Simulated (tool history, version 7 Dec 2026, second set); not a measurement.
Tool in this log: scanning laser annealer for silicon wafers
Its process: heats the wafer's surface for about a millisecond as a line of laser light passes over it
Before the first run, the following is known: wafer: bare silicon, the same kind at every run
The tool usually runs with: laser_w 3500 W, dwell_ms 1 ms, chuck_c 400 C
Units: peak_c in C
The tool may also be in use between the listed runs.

| run | hour | laser_w | dwell_ms | chuck_c | peak_c |
|---|---|---|---|---|---|
| 1 | 0 | 3500 | 1 | 400 | 1127 |
| 2 | 34.5 | 3500 | 1 | 400 | 1126 |
| 3 | 109.2 | 3500 | 1 | 400 | 1114 |
| 4 | 166.3 | 3500 | 1 | 400 | 1110 |
|  | 178.5 | window over the wafer cleaned |
| 5 | 208.7 | 3500 | 1 | 400 | 1145 |
| 6 | 253.6 | 3500 | 1 | 400 | 1140 |
| 7 | 312.4 | 3500 | 1 | 400 | 1135 |
| 8 | 386.7 | 3078 | 1.17 | 411 | 1087 |
| 9 | 421.1 | 3500 | 1 | 417 | 1141 |
| 10 | 459.2 | 3500 | 1 | 417 | 1135 |
| 11 | 521.2 | 3500 | 0.84 | 402 | 1055 |
| 12 | 594.3 | 3500 | 0.84 | 402 | 1047 |
|  | 653.7 | optics aligned, line set to its width |
| 13 | 667.5 | 3721 | 1 | 368 | 1143 |

Some steps in peak_c between neighbouring runs. How much of each would the tool show without its hidden state too (settings, what came in, random variation), and how much is left for the hidden state, with any gauge scatter that isn't in both results?
What the log doesn't record here: light that passes the window, % of a clean one's; laser's true power over the reading, %; width of the line over the set one, %; drift of the gauge itself on peak_c, C.
Run 4 -> 5: window over the wafer cleaned. peak_c +35 C: hidden state +36, all else -1.
Run 12 -> 13: laser_w 3500 -> 3721, dwell_ms 0.84 -> 1, chuck_c 402 -> 368, optics aligned, line set to its width. peak_c +96 C: hidden state +6, all else +90.
